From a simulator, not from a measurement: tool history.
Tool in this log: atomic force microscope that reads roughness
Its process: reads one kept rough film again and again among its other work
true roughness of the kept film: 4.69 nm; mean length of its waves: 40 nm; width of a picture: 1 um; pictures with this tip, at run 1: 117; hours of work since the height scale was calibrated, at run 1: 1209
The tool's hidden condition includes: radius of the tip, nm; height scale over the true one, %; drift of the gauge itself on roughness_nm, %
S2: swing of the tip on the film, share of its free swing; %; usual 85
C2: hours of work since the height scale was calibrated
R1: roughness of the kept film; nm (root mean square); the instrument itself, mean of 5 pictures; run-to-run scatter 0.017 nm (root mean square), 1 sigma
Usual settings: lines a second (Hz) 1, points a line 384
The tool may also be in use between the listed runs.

Run 1, hour 0: usual settings; pictures with this tip 117; C2 1209. Result: R1 4.125 nm (root mean square).
Run 2, hour 75.4: usual settings; pictures with this tip 221; C2 1239. Result: R1 4.02 nm (root mean square).
Run 3, hour 128.3: usual settings; pictures with this tip 294; C2 1261. Result: R1 3.987 nm (root mean square).
At hour 196.1: new tip fitted.
Run 4, hour 198.7: usual settings but lines a second (Hz) 0.99; pictures with this tip 4; C2 1289. Result: R1 4.231 nm (root mean square).
Run 5, hour 233.7: usual settings but lines a second (Hz) 0.99; pictures with this tip 52; C2 1304. Result: R1 4.19 nm (root mean square).
Run 6, hour 297.8: usual settings but lines a second (Hz) 0.99; pictures with this tip 140; C2 1330. Result: R1 4.101 nm (root mean square).
Run 7, hour 345.2: usual settings but lines a second (Hz) 0.99; pictures with this tip 205; C2 1349. Result: R1 4.062 nm (root mean square).
Run 8, hour 420.6: usual settings but S2 58 %; pictures with this tip 308; C2 1379. Result: R1 4.09 nm (root mean square).
At hour 475.3: new tip fitted.
Run 9, hour 482.9: usual settings but S2 58 %; pictures with this tip 10; C2 1405. Result: R1 4.362 nm (root mean square).
Run 10, hour 562.8: usual settings; pictures with this tip 120; C2 1437. Result: R1 4.136 nm (root mean square).
Run 11, hour 617.1: usual settings; pictures with this tip 194; C2 1459. Result: R1 4.086 nm (root mean square).
Run 12, hour 668.5: usual settings; pictures with this tip 265; C2 1480. Result: R1 4.002 nm (root mean square).
Run 13, hour 727.7: usual settings but S2 74 %; pictures with this tip 346; C2 1504. Result: R1 3.972 nm (root mean square).
At hour 759.4: new tip fitted.
Run 14, hour 796.6: usual settings but S2 74 %; pictures with this tip 51; C2 1532. Result: R1 4.279 nm (root mean square).
Run 15, hour 864.1: usual settings but S2 55 %; pictures with this tip 144; C2 1559. Result: R1 4.271 nm (root mean square).
Run 16, hour 941.1: usual settings but points a line 359; pictures with this tip 250; C2 1591. Result: R1 4.025 nm (root mean square).
Run 17, hour 976.3: usual settings but points a line 362; pictures with this tip 298; C2 1605. Result: R1 3.962 nm (root mean square).
Run 18, hour 1015.1: usual settings but lines a second (Hz) 3.6; pictures with this tip 351; C2 1621. Result: R1 3.592 nm (root mean square).
At hour 1039.1: new tip fitted.
Run 19, hour 1061: usual settings but lines a second (Hz) 0.61; pictures with this tip 31; C2 1639. Result: R1 4.301 nm (root mean square).
Run 20, hour 1129.8: usual settings but lines a second (Hz) 0.61; pictures with this tip 125; C2 1667. Result: R1 4.21 nm (root mean square).
Run 21, hour 1197.7: usual settings but lines a second (Hz) 0.61; pictures with this tip 218; C2 1695. Result: R1 4.127 nm (root mean square).
Run 22, hour 1280.6: usual settings; pictures with this tip 332; C2 1728. Result: R1 3.963 nm (root mean square).
At hour 1319.2: new tip fitted.
Run 23, hour 1351.2: usual settings; pictures with this tip 44; C2 1757. Result: R1 4.179 nm (root mean square).
Run 24, hour 1392.6: usual settings but S2 68 %, points a line 466; pictures with this tip 101; C2 1774. Result: R1 4.299 nm (root mean square).
Run 25, hour 1452.2: usual settings but lines a second (Hz) 1.15, S2 66 %, points a line 886; pictures with this tip 183; C2 1798. Result: R1 4.214 nm (root mean square).
Run 26, hour 1509.6: usual settings; pictures with this tip 262; C2 1821. Result: R1 4.014 nm (root mean square).
Run 27, hour 1576.1: usual settings; pictures with this tip 353; C2 1848. Result: R1 3.94 nm (root mean square).
At hour 1601.6: new tip fitted.
Run 28, hour 1629.4: usual settings; pictures with this tip 39; C2 1870. Result: R1 4.184 nm (root mean square).
Run 29, hour 1668: usual settings but lines a second (Hz) 0.95, S2 84 %, points a line 644; pictures with this tip 92; C2 1885. Result: R1 4.177 nm (root mean square).
Run 30, hour 1714: usual settings but lines a second (Hz) 2.5, points a line 447; pictures with this tip 155; C2 1904. Result: R1 3.882 nm (root mean square).
Run 31, hour 1769.6: usual settings but lines a second (Hz) 2.5, S2 66 %, points a line 369; pictures with this tip 231; C2 1927. Result: R1 4.029 nm (root mean square).
Run 32, hour 1820: usual settings but lines a second (Hz) 2.5, S2 66 %, points a line 369; pictures with this tip 300; C2 1947. Result: R1 3.992 nm (root mean square).
Run 33, hour 1858.2: usual settings but lines a second (Hz) 2.48, S2 74 %, points a line 649; pictures with this tip 353; C2 1963. Result: R1 3.889 nm (root mean square).
At hour 1878.9: new tip fitted.
Run 34, hour 1940.7: usual settings but S2 78 %; pictures with this tip 84; C2 1996. Result: R1 4.215 nm (root mean square).
Run 35, hour 1978.8: usual settings but S2 78 %; pictures with this tip 137; C2 2011. Result: R1 4.124 nm (root mean square).
Run 36, hour 2020.3: usual settings but S2 78 %; pictures with this tip 194; C2 2028. Result: R1 4.103 nm (root mean square).
Run 37, hour 2058.9: usual settings but lines a second (Hz) 0.58, S2 90 %, points a line 804; pictures with this tip 247; C2 2044. Result: R1 4.056 nm (root mean square).
Run 38, hour 2141.3: usual settings but lines a second (Hz) 0.73, S2 90 %, points a line 804; pictures with this tip 360; C2 2077. Result: R1 3.962 nm (root mean square).
At hour 2157.7: new tip fitted.
Run 39, hour 2201.5: usual settings but lines a second (Hz) 1.5, points a line 308; pictures with this tip 60; C2 2102. Result: R1 4.053 nm (root mean square).
Run 40, hour 2249: usual settings but lines a second (Hz) 1.22, points a line 556; pictures with this tip 125; C2 2121. Result: R1 4.106 nm (root mean square).
Run 41, hour 2289: usual settings but lines a second (Hz) 2.78, S2 88 %, points a line 455; pictures with this tip 180; C2 2137. Result: R1 3.743 nm (root mean square).
Run 42, hour 2346.5: usual settings but lines a second (Hz) 2.78, S2 88 %, points a line 455; pictures with this tip 259; C2 2161. Result: R1 3.697 nm (root mean square).
Run 43, hour 2400: usual settings but lines a second (Hz) 2.89, S2 60 %, points a line 257; pictures with this tip 332; C2 2182. Result: R1 3.971 nm (root mean square).
At hour 2440.8: new tip fitted.
Run 44, hour 2441.4: usual settings but lines a second (Hz) 2.89, S2 60 %, points a line 257; pictures with this tip 1; C2 2199. Result: R1 4.282 nm (root mean square).
Run 45, hour 2525.1: usual settings but points a line 596; pictures with this tip 115; C2 2233. Result: R1 4.124 nm (root mean square).
Run 46, hour 2601: usual settings but points a line 596; pictures with this tip 220; C2 2264. Result: R1 4.07 nm (root mean square).

Take each entry between the runs: how does the hidden state at the last listed run before it differ from the hidden state at the first listed run after it?
Between runs 3 and 4: new tip fitted (hour 196.1)
  radius of the tip, nm: 11.3 -> 5.5; height scale over the true one, %: 0.26 -> 0.27
  measured result minus the result with no hidden state, R1: -0.265 -> -0.01 nm (root mean square)
Between runs 8 and 9: new tip fitted (hour 475.3)
  radius of the tip, nm: 12.1 -> 5.3; height scale over the true one, %: 0.29 -> 0.3
  measured result minus the result with no hidden state, R1: -0.304 -> -0.002 nm (root mean square)
Between runs 13 and 14: new tip fitted (hour 759.4)
  radius of the tip, nm: 12.5 -> 6.3; height scale over the true one, %: 0.33 -> 0.34
  measured result minus the result with no hidden state, R1: -0.309 -> -0.047 nm (root mean square)
Between runs 18 and 19: new tip fitted (hour 1039.1)
  radius of the tip, nm: 12.5 -> 5.8; height scale over the true one, %: 0.37 -> 0.38
  measured result minus the result with no hidden state, R1: -0.281 -> -0.021 nm (root mean square)
Between runs 22 and 23: new tip fitted (hour 1319.2)
  radius of the tip, nm: 12.1 -> 6.1; height scale over the true one, %: 0.4 -> 0.41
  measured result minus the result with no hidden state, R1: -0.291 -> -0.033 nm (root mean square)
Between runs 27 and 28: new tip fitted (hour 1601.6)
  radius of the tip, nm: 12.4 -> 5.8; height scale over the true one, %: 0.44 -> 0.45
  measured result minus the result with no hidden state, R1: -0.299 -> -0.017 nm (root mean square)
Between runs 33 and 34: new tip fitted (hour 1878.9)
  radius of the tip, nm: 12.5 -> 6.9; height scale over the true one, %: 0.48 -> 0.49
  measured result minus the result with no hidden state, R1: -0.298 -> -0.065 nm (root mean square)
Between runs 38 and 39: new tip fitted (hour 2157.7)
  radius of the tip, nm: 12.8 -> 6.7
  measured result minus the result with no hidden state, R1: -0.315 -> -0.056 nm (root mean square)
Between runs 43 and 44: new tip fitted (hour 2440.8)
  radius of the tip, nm: 12.7 -> 5.4; height scale over the true one, %: 0.55 -> 0.56
  measured result minus the result with no hidden state, R1: -0.311 -> +0.003 nm (root mean square)
